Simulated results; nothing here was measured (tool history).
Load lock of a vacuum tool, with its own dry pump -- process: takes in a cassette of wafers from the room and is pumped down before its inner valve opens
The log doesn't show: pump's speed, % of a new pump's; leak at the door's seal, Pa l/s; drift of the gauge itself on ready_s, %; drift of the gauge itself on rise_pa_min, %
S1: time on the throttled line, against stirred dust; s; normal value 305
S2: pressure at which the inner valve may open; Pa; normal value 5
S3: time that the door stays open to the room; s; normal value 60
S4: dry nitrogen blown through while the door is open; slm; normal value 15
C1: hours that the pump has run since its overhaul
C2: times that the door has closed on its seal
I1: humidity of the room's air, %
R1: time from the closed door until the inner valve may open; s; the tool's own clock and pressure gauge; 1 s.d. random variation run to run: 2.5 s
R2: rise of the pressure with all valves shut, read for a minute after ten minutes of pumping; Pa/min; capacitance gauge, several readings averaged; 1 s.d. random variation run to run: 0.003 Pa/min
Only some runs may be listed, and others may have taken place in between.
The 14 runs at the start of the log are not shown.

run 15 hour=938.7 | S1=305 S2=5 S3=60 S4=9 | C1=2116 C2=14821 | I1=44.5 | R1=406.2 R2=0.058
run 16 hour=1005.4 | S1=305 S2=5 S3=31 S4=15 | C1=2183 C2=15139 | I1=46.3 | R1=412.3 R2=0.045
run 17 hour=1072.5 | S1=305 S2=5 S3=60 S4=15 | C1=2250 C2=15459 | I1=44.1 | R1=407.4 R2=0.049
run 18 hour=1152.7 | S1=305 S2=5 S3=60 S4=15 | C1=2330 C2=15841 | I1=44.5 | R1=406.3 R2=0.054
run 19 hour=1219.3 | S1=305 S2=5 S3=60 S4=15 | C1=2397 C2=16158 | I1=41.8 | R1=406.6 R2=0.053
run 20 hour=1267.1 | S1=320 S2=6 S3=59 S4=21 | C1=2444 C2=16386 | I1=41.4 | R1=417.8 R2=0.051
run 21 hour=1351.9 | S1=320 S2=6 S3=59 S4=21 | C1=2529 C2=16791 | I1=43.3 | R1=420.8 R2=0.039
run 22 hour=1393.2 | S1=320 S2=6 S3=59 S4=21 | C1=2571 C2=16987 | I1=44.1 | R1=420.1 R2=0.05
run 23 hour=1479.7 | S1=410 S2=6 S3=42 S4=13 | C1=2657 C2=17400 | I1=46.2 | R1=506.7 R2=0.056
run 24 hour=1563.6 | S1=195 S2=7 S3=60 S4=10 | C1=2741 C2=17799 | I1=41.9 | R1=308.1 R2=0.064

Run 25 is up next; what results do you expect?
run 25 hour=1649.7 | S1=195 S2=7 S3=60 S4=10 | C1=2827 C2=18210 | I1=45.4 | R1=? R2=?

Run 25 came out at R1 307.7 s, R2 0.069 Pa/min.
Take away the tool's hidden state, keep the run-to-run variation as it was, and the same run would have given R1 305.1 s, R2 0.04 Pa/min.
